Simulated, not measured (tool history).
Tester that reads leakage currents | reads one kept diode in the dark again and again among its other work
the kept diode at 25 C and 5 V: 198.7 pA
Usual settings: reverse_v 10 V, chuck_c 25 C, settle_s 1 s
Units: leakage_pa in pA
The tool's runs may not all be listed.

run,hour,reverse_v,chuck_c,settle_s,leakage_pa
1,0,10,25,1,289.91
2,55,10,41,1,942.43
3,85.4,10,41,1,946.93
4,125.3,6.6,25,1,240.65
5,187.5,6.6,25,1,241.03
6,254.2,6.6,25,1,242.81
7,301.9,10,25,1,293.61
8,337.9,10,25,1,294.74
9,380.6,13.7,25,1,342.29
10,441.7,13.7,25,1,342.41
11,472.5,13.7,25,1,344.09
12,516,13.7,25,1,344.59
13,582.1,13.7,25,1,346.1
14,610.2,13.7,25,1,344.82
15,676,13.7,25,1,346.84
16,726.8,13.7,25,1,348.22
17,792.7,13.7,25,1,349.13
18,853.3,13.7,25,1,349.59
19,899.3,13.7,25,1,347.65
20,944.2,10,25,4.32,303.75
21,994.6,7.4,25,7.3,262.01
22,1052.7,16.5,33,2.76,687.45
# hour 1062.1: probe card cleaned and baked
23,1104.6,10,23,4.19,270.03
24,1149.1,10,23,4.19,270.13
25,1182.1,10,51,4.55,1949.34
26,1241.6,3.6,22,4.08,154.54
27,1280.1,4,40,0.76,614.98
28,1317,4,40,0.76,617.18
# hour 1366: probe card cleaned and baked, once more
29,1366,1.6,33,0.76,243.01
30,1431,3.8,33,1.01,352.21
31,1473.6,14.9,50,0.35,2136.94
32,1527.4,4.2,56,0.57,1865.34
33,1576.6,10,25,0.31,292.09
34,1627.6,7,35,6.7,534.59
35,1687.4,8.9,57,1.05,2745.83
36,1728.2,11.6,48,7.12,1691.93

4 ways to go on from here, each from the tool as it stands after run 36. What would each give?
A,1783.5,11.6,28,7.67,?
B,1783.5,8,51,2.87,?
C,1783.5,6.5,24,0.61,?
D,1783.5,2.4,58,8.2,?

run,leakage_pa
A,390.92
B,1769.17
C,224.68
D,1682.47
Without the tool's hidden state the same runs would have given:
run,leakage_pa
A,361.39
B,1661.4
C,207.5
D,1584.91

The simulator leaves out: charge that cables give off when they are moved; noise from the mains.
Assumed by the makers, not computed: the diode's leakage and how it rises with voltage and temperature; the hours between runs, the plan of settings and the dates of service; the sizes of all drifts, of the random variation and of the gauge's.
